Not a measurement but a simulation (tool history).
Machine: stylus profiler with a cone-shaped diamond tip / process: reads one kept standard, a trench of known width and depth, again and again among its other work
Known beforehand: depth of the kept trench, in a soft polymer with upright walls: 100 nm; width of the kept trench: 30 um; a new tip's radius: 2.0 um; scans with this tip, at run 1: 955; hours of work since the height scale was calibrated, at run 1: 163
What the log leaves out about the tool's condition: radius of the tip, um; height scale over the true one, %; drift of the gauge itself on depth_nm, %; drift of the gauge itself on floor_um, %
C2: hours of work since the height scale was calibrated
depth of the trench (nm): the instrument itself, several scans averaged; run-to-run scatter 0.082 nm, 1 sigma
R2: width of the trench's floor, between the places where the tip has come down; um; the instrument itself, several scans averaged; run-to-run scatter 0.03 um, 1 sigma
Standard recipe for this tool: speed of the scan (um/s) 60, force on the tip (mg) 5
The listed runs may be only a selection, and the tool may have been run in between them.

run 1 hour=0 | speed_of_the_scan_(um/s)=60 force_on_the_tip_(mg)=5 | scans_with_this_tip=955 C2=163 | depth_of_the_trench_(nm)=102.81 R2=28.47
run 2 hour=9.5 | speed_of_the_scan_(um/s)=60 force_on_the_tip_(mg)=5 | scans_with_this_tip=985 C2=168 | depth_of_the_trench_(nm)=102.83 R2=28.48
run 3 hour=18.5 | speed_of_the_scan_(um/s)=56 force_on_the_tip_(mg)=5 | scans_with_this_tip=1012 C2=173 | depth_of_the_trench_(nm)=102.58 R2=28.49
run 4 hour=26.3 | speed_of_the_scan_(um/s)=56 force_on_the_tip_(mg)=5 | scans_with_this_tip=1036 C2=177 | depth_of_the_trench_(nm)=102.9 R2=28.51
run 5 hour=39.1 | speed_of_the_scan_(um/s)=33 force_on_the_tip_(mg)=5 | scans_with_this_tip=1076 C2=184 | depth_of_the_trench_(nm)=102.68 R2=28.63
run 6 hour=51.8 | speed_of_the_scan_(um/s)=33 force_on_the_tip_(mg)=5 | scans_with_this_tip=1115 C2=190 | depth_of_the_trench_(nm)=102.79 R2=28.59
run 7 hour=66.8 | speed_of_the_scan_(um/s)=33 force_on_the_tip_(mg)=5 | scans_with_this_tip=1161 C2=198 | depth_of_the_trench_(nm)=102.64 R2=28.54
run 8 hour=80.4 | speed_of_the_scan_(um/s)=33 force_on_the_tip_(mg)=5 | scans_with_this_tip=1203 C2=206 | depth_of_the_trench_(nm)=102.57 R2=28.56
run 9 hour=94 | speed_of_the_scan_(um/s)=33 force_on_the_tip_(mg)=5 | scans_with_this_tip=1245 C2=213 | depth_of_the_trench_(nm)=102.77 R2=28.56
run 10 hour=107.5 | speed_of_the_scan_(um/s)=33 force_on_the_tip_(mg)=5 | scans_with_this_tip=1286 C2=220 | depth_of_the_trench_(nm)=102.63 R2=28.6
run 11 hour=120.6 | speed_of_the_scan_(um/s)=33 force_on_the_tip_(mg)=5 | scans_with_this_tip=1327 C2=227 | depth_of_the_trench_(nm)=102.7 R2=28.53
run 12 hour=135.2 | speed_of_the_scan_(um/s)=33 force_on_the_tip_(mg)=5 | scans_with_this_tip=1372 C2=234 | depth_of_the_trench_(nm)=102.63 R2=28.56
run 13 hour=146 | speed_of_the_scan_(um/s)=33 force_on_the_tip_(mg)=5 | scans_with_this_tip=1405 C2=240 | depth_of_the_trench_(nm)=102.77 R2=28.57
run 14 hour=162 | speed_of_the_scan_(um/s)=35 force_on_the_tip_(mg)=5 | scans_with_this_tip=1454 C2=248 | depth_of_the_trench_(nm)=102.6 R2=28.57
run 15 hour=170.2 | speed_of_the_scan_(um/s)=35 force_on_the_tip_(mg)=5 | scans_with_this_tip=1480 C2=253 | depth_of_the_trench_(nm)=102.54 R2=28.5
run 16 hour=185.5 | speed_of_the_scan_(um/s)=35 force_on_the_tip_(mg)=5 | scans_with_this_tip=1527 C2=261 | depth_of_the_trench_(nm)=102.54 R2=28.54
run 17 hour=197 | speed_of_the_scan_(um/s)=209 force_on_the_tip_(mg)=5 | scans_with_this_tip=1562 C2=267 | depth_of_the_trench_(nm)=102.62 R2=28.12
run 18 hour=207.7 | speed_of_the_scan_(um/s)=60 force_on_the_tip_(mg)=2.68 | scans_with_this_tip=1595 C2=272 | depth_of_the_trench_(nm)=101.76 R2=28.44
run 19 hour=223.7 | speed_of_the_scan_(um/s)=60 force_on_the_tip_(mg)=2.99 | scans_with_this_tip=1644 C2=281 | depth_of_the_trench_(nm)=101.87 R2=28.41
run 20 hour=240.4 | speed_of_the_scan_(um/s)=60 force_on_the_tip_(mg)=2.99 | scans_with_this_tip=1696 C2=290 | depth_of_the_trench_(nm)=101.73 R2=28.49
run 21 hour=251.4 | speed_of_the_scan_(um/s)=60 force_on_the_tip_(mg)=2.99 | scans_with_this_tip=1730 C2=295 | depth_of_the_trench_(nm)=101.69 R2=28.46
run 22 hour=268.3 | speed_of_the_scan_(um/s)=60 force_on_the_tip_(mg)=2.99 | scans_with_this_tip=1782 C2=304 | depth_of_the_trench_(nm)=101.78 R2=28.4
run 23 hour=284.5 | speed_of_the_scan_(um/s)=60 force_on_the_tip_(mg)=2.99 | scans_with_this_tip=1832 C2=313 | depth_of_the_trench_(nm)=101.99 R2=28.42
run 24 hour=297.2 | speed_of_the_scan_(um/s)=60 force_on_the_tip_(mg)=2.99 | scans_with_this_tip=1871 C2=320 | depth_of_the_trench_(nm)=101.82 R2=28.46
run 25 hour=311.4 | speed_of_the_scan_(um/s)=30 force_on_the_tip_(mg)=4.95 | scans_with_this_tip=1914 C2=327 | depth_of_the_trench_(nm)=102.68 R2=28.56
run 26 hour=326.3 | speed_of_the_scan_(um/s)=30 force_on_the_tip_(mg)=4.95 | scans_with_this_tip=1960 C2=335 | depth_of_the_trench_(nm)=102.65 R2=28.55
run 27 hour=341.1 | speed_of_the_scan_(um/s)=30 force_on_the_tip_(mg)=4.95 | scans_with_this_tip=2006 C2=343 | depth_of_the_trench_(nm)=102.73 R2=28.54
run 28 hour=352.9 | speed_of_the_scan_(um/s)=30 force_on_the_tip_(mg)=4.95 | scans_with_this_tip=2042 C2=349 | depth_of_the_trench_(nm)=102.61 R2=28.57
run 29 hour=363.6 | speed_of_the_scan_(um/s)=30 force_on_the_tip_(mg)=4.95 | scans_with_this_tip=2075 C2=354 | depth_of_the_trench_(nm)=102.68 R2=28.55
run 30 hour=379.1 | speed_of_the_scan_(um/s)=106 force_on_the_tip_(mg)=3.02 | scans_with_this_tip=2123 C2=363 | depth_of_the_trench_(nm)=101.87 R2=28.24
run 31 hour=389.3 | speed_of_the_scan_(um/s)=106 force_on_the_tip_(mg)=3.02 | scans_with_this_tip=2154 C2=368 | depth_of_the_trench_(nm)=101.7 R2=28.26
run 32 hour=396.9 | speed_of_the_scan_(um/s)=106 force_on_the_tip_(mg)=3.02 | scans_with_this_tip=2178 C2=372 | depth_of_the_trench_(nm)=101.71 R2=28.25
run 33 hour=404.1 | speed_of_the_scan_(um/s)=40 force_on_the_tip_(mg)=11.41 | scans_with_this_tip=2200 C2=376 | depth_of_the_trench_(nm)=104.76 R2=28.5
run 34 hour=416.9 | speed_of_the_scan_(um/s)=112 force_on_the_tip_(mg)=8.33 | scans_with_this_tip=2240 C2=383 | depth_of_the_trench_(nm)=103.73 R2=28.37
run 35 hour=424.1 | speed_of_the_scan_(um/s)=35 force_on_the_tip_(mg)=4.45 | scans_with_this_tip=2262 C2=386 | depth_of_the_trench_(nm)=102.52 R2=28.46
run 36 hour=438.5 | speed_of_the_scan_(um/s)=60 force_on_the_tip_(mg)=12.38 | scans_with_this_tip=2306 C2=394 | depth_of_the_trench_(nm)=104.9 R2=28.5
run 37 hour=452.6 | speed_of_the_scan_(um/s)=60 force_on_the_tip_(mg)=12.38 | scans_with_this_tip=2349 C2=401 | depth_of_the_trench_(nm)=104.92 R2=28.51
run 38 hour=467.4 | speed_of_the_scan_(um/s)=137 force_on_the_tip_(mg)=12.95 | scans_with_this_tip=2395 C2=409 | depth_of_the_trench_(nm)=105.2 R2=28.43
run 39 hour=481.9 | speed_of_the_scan_(um/s)=35 force_on_the_tip_(mg)=5 | scans_with_this_tip=2440 C2=417 | depth_of_the_trench_(nm)=102.6 R2=28.47
run 40 hour=497.4 | speed_of_the_scan_(um/s)=69 force_on_the_tip_(mg)=5 | scans_with_this_tip=2487 C2=425 | depth_of_the_trench_(nm)=102.57 R2=28.38
run 41 hour=513.7 | speed_of_the_scan_(um/s)=146 force_on_the_tip_(mg)=5.12 | scans_with_this_tip=2538 C2=433 | depth_of_the_trench_(nm)=102.57 R2=28.19
run 42 hour=523.5 | speed_of_the_scan_(um/s)=146 force_on_the_tip_(mg)=5.12 | scans_with_this_tip=2568 C2=439 | depth_of_the_trench_(nm)=102.68 R2=28.22
run 43 hour=536 | speed_of_the_scan_(um/s)=213 force_on_the_tip_(mg)=2.06 | scans_with_this_tip=2606 C2=445 | depth_of_the_trench_(nm)=101.29 R2=27.74
run 44 hour=549.5 | speed_of_the_scan_(um/s)=213 force_on_the_tip_(mg)=2.06 | scans_with_this_tip=2648 C2=452 | depth_of_the_trench_(nm)=101.23 R2=27.7
run 45 hour=559.1 | speed_of_the_scan_(um/s)=74 force_on_the_tip_(mg)=2.66 | scans_with_this_tip=2677 C2=457 | depth_of_the_trench_(nm)=101.52 R2=28.28
run 46 hour=570.3 | speed_of_the_scan_(um/s)=74 force_on_the_tip_(mg)=2.66 | scans_with_this_tip=2712 C2=463 | depth_of_the_trench_(nm)=101.67 R2=28.37
run 47 hour=580.7 | speed_of_the_scan_(um/s)=200 force_on_the_tip_(mg)=5 | scans_with_this_tip=2744 C2=469 | depth_of_the_trench_(nm)=102.63 R2=28.03

Each row is a separate what-if for the run after 47, all from the same tool condition, not one after another. Results?
run A hour=591.3 | speed_of_the_scan_(um/s)=60 force_on_the_tip_(mg)=3.28 | scans_with_this_tip=2777 C2=474 | depth_of_the_trench_(nm)=? R2=?
run B hour=591.3 | speed_of_the_scan_(um/s)=164 force_on_the_tip_(mg)=8.22 | scans_with_this_tip=2777 C2=474 | depth_of_the_trench_(nm)=? R2=?
run C hour=591.3 | speed_of_the_scan_(um/s)=26 force_on_the_tip_(mg)=6.38 | scans_with_this_tip=2777 C2=474 | depth_of_the_trench_(nm)=? R2=?

run=A depth_of_the_trench_(nm)=101.99 R2=28.41
run=B depth_of_the_trench_(nm)=103.69 R2=28.2
run=C depth_of_the_trench_(nm)=103.02 R2=28.48
What these runs would have given with no unlogged condition in the tool:
run=A depth_of_the_trench_(nm)=102.22 R2=28.61
run=B depth_of_the_trench_(nm)=103.92 R2=28.4
run=C depth_of_the_trench_(nm)=103.25 R2=28.67
